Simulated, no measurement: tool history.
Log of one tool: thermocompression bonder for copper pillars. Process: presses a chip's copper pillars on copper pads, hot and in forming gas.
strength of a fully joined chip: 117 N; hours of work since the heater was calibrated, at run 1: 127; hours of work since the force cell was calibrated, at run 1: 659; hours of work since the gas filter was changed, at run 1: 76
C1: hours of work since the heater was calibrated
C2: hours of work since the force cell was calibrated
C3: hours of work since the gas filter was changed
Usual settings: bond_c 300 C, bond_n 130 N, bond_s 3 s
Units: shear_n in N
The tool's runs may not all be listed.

Run 1, hour 0: usual settings; C1 127; C2 659; C3 76. Result: shear_n 60.7 N.
Run 2, hour 41.2: usual settings but bond_n 188 N; C1 147; C2 680; C3 96. Result: shear_n 74.8 N.
At hour 56.6: forming gas filter changed.
Run 3, hour 75.8: usual settings but bond_n 188 N; C1 164; C2 697; C3 10. Result: shear_n 75.4 N.
Run 4, hour 97.5: usual settings but bond_n 188 N; C1 175; C2 707; C3 20. Result: shear_n 76.9 N.
Run 5, hour 122.8: usual settings but bond_s 5 s; C1 188; C2 720; C3 33. Result: shear_n 72.9 N.
Run 6, hour 169: usual settings but bond_s 5 s; C1 210; C2 743; C3 56. Result: shear_n 70.2 N.
Run 7, hour 214.7: usual settings but bond_n 132 N; C1 233; C2 766; C3 78. Result: shear_n 60.7 N.
Run 8, hour 242.3: usual settings but bond_n 132 N; C1 247; C2 779; C3 92. Result: shear_n 61.3 N.
At hour 265.6: forming gas filter changed.
Run 9, hour 277.2: usual settings but bond_n 132 N; C1 264; C2 796; C3 6. Result: shear_n 63.5 N.
Run 10, hour 307.9: usual settings but bond_n 132 N; C1 279; C2 812; C3 21. Result: shear_n 60.6 N.
Run 11, hour 334.6: usual settings but bond_s 2 s; C1 292; C2 825; C3 34. Result: shear_n 53.1 N.
Run 12, hour 379.8: usual settings but bond_s 2 s; C1 315; C2 847; C3 57. Result: shear_n 52.6 N.
Run 13, hour 416.9: usual settings but bond_s 2 s; C1 333; C2 866; C3 75. Result: shear_n 52.9 N.
Run 14, hour 461.2: usual settings but bond_s 2 s; C1 355; C2 887; C3 97. Result: shear_n 51.9 N.
At hour 476.4: forming gas filter changed.
Run 15, hour 511.5: usual settings but bond_s 2 s; C1 380; C2 912; C3 17. Result: shear_n 52.5 N.
At hour 540.7: force cell calibrated.
Run 16, hour 557.2: usual settings but bond_n 136 N; C1 402; C2 8; C3 39. Result: shear_n 63.1 N.
Run 17, hour 590.2: usual settings but bond_n 136 N; C1 418; C2 25; C3 56. Result: shear_n 62.1 N.
Run 18, hour 639.7: usual settings but bond_n 136 N; C1 443; C2 49; C3 80. Result: shear_n 62.4 N.
At hour 685.8: forming gas filter changed.
Run 19, hour 692: usual settings; C1 468; C2 75; C3 3. Result: shear_n 59.8 N.
Run 20, hour 739.7: usual settings; C1 492; C2 98; C3 27. Result: shear_n 60.5 N.
Run 21, hour 780.6: usual settings; C1 512; C2 119; C3 47. Result: shear_n 60 N.
Run 22, hour 826.4: usual settings; C1 535; C2 141; C3 70. Result: shear_n 61.3 N.
Run 23, hour 866.7: usual settings but bond_c 306 C, bond_n 102 N; C1 555; C2 161; C3 90. Result: shear_n 54.7 N.
At hour 895.8: forming gas filter changed.
Run 24, hour 897: usual settings but bond_c 306 C, bond_n 102 N; C1 570; C2 176; C3 1. Result: shear_n 54.6 N.
Run 25, hour 927.2: usual settings but bond_c 306 C, bond_n 102 N; C1 585; C2 191; C3 16. Result: shear_n 55.9 N.
Run 26, hour 964.4: usual settings but bond_c 314 C, bond_n 121 N, bond_s 5 s; C1 603; C2 210; C3 34. Result: shear_n 77.9 N.
Run 27, hour 999.5: usual settings but bond_c 327 C, bond_n 138 N; C1 620; C2 227; C3 51. Result: shear_n 83.4 N.
Run 28, hour 1029.1: usual settings but bond_c 327 C, bond_n 121 N, bond_s 4 s; C1 635; C2 242; C3 66. Result: shear_n 81.8 N.
Run 29, hour 1066: usual settings but bond_c 297 C, bond_n 144 N, bond_s 4 s; C1 653; C2 260; C3 84. Result: shear_n 69.6 N.
Run 30, hour 1088.1: usual settings but bond_c 297 C, bond_n 144 N, bond_s 4 s; C1 664; C2 271; C3 95. Result: shear_n 67.1 N.
At hour 1107.4: forming gas filter changed.
Run 31, hour 1137.2: usual settings but bond_c 295 C; C1 689; C2 295; C3 15. Result: shear_n 56.5 N.
Run 32, hour 1159.9: usual settings but bond_c 303 C, bond_n 137 N, bond_s 8 s; C1 700; C2 306; C3 26. Result: shear_n 85.7 N.
Run 33, hour 1182.2: usual settings but bond_c 295 C, bond_s 4 s; C1 711; C2 317; C3 37. Result: shear_n 61.8 N.
Run 34, hour 1209.9: usual settings but bond_c 290 C, bond_n 108 N, bond_s 4 s; C1 725; C2 331; C3 51. Result: shear_n 52.4 N.
At hour 1221.5: heater calibrated with a thermocouple chip.
Run 35, hour 1264.6: usual settings but bond_c 282 C, bond_n 178 N, bond_s 8 s; C1 21; C2 357; C3 77. Result: shear_n 82 N.
Run 36, hour 1298: usual settings but bond_c 276 C, bond_n 139 N, bond_s 5 s; C1 38; C2 374; C3 93. Result: shear_n 55 N.
At hour 1321.4: forming gas filter changed.
Run 37, hour 1342.1: usual settings but bond_c 323 C, bond_n 157 N, bond_s 4 s; C1 60; C2 395; C3 10. Result: shear_n 90 N.
Run 38, hour 1377: usual settings but bond_c 296 C, bond_n 115 N, bond_s 2 s; C1 77; C2 413; C3 28. Result: shear_n 46 N.

5 ways to go on from here, each from the tool as it stands after run 38. What would each give?
Run A, hour 1402.8: usual settings but bond_c 290 C, bond_n 148 N, bond_s 2 s; C1 90; C2 425; C3 40. Result: shear_n ?.
Run B, hour 1402.8: usual settings but bond_c 287 C, bond_n 117 N; C1 90; C2 425; C3 40. Result: shear_n ?.
Run C, hour 1402.8: usual settings but bond_c 328 C; C1 90; C2 425; C3 40. Result: shear_n ?.
Run D, hour 1402.8: usual settings but bond_c 290 C, bond_n 118 N; C1 90; C2 425; C3 40. Result: shear_n ?.
Run E, hour 1402.8: usual settings but bond_n 110 N; C1 90; C2 425; C3 40. Result: shear_n ?.

run  shear_n
  A     50.9
  B     48.2
  C     81.8
  D     51.4
  E     53.6
Without the tool's hidden state the same runs would have given:
run  shear_n
  A       51
  B     48.3
  C     81.9
  D     51.4
  E     53.7
